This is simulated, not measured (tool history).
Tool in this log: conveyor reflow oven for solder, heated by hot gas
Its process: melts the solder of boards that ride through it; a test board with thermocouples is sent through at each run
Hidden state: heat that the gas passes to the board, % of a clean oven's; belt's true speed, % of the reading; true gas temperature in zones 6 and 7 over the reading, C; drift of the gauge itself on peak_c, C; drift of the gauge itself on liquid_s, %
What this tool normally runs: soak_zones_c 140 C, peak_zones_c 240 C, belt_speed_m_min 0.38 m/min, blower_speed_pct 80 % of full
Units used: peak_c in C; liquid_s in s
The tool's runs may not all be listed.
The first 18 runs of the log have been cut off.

run,hour,soak_zones_c,peak_zones_c,belt_speed_m_min,blower_speed_pct,hours of work since the flux was cleaned out,hours of work since the belt drive was overhauled,hours of work since the thermocouples were changed,peak_c,liquid_s
19,247.1,125,240,0.38,60,13,282,282,220.1,68.5
# hour 252.3: belt drive overhauled, speed set with a stopwatch
20,259.3,125,240,0.38,61,19,5,289,219.8,69.2
21,275.6,143,240,0.415,80,31,18,301,224.2,73.6
# hour 285.5: belt drive overhauled, speed set with a stopwatch, once more
22,290.7,143,240,0.415,80,40,4,310,224,71.8
23,303.8,151,235,0.38,80,50,14,320,222.9,82.9
24,319.5,134,240,0.436,80,62,26,332,221.1,62.6
25,329.6,140,240,0.389,57,70,34,339,220.1,71.9
26,343.7,140,240,0.389,57,80,45,350,219.5,72.1
27,351.6,140,240,0.389,57,86,51,356,219.4,72
28,369.5,140,240,0.389,57,100,64,370,219.4,71.7
29,381.4,139,240,0.389,57,109,73,379,219.5,71.4
30,391.4,152,240,0.338,57,117,81,387,226.3,96.2

4 options for the next run, each taken on its own from the tool as it stands now. Forecast them:
A,409.6,140,246,0.38,80,131,95,401,?,?
B,409.6,152,240,0.338,59,131,95,401,?,?
C,409.6,152,240,0.373,57,131,95,401,?,?
D,409.6,139,230,0.338,57,131,95,401,?,?

run,peak_c,liquid_s
A,230.2,83
B,226.6,96.5
C,223.3,84.2
D,215.2,78.5
Without the tool's hidden state the same runs would have given:
run,peak_c,liquid_s
A,232.2,84.4
B,228.2,97.8
C,225,85.6
D,216.9,80.6
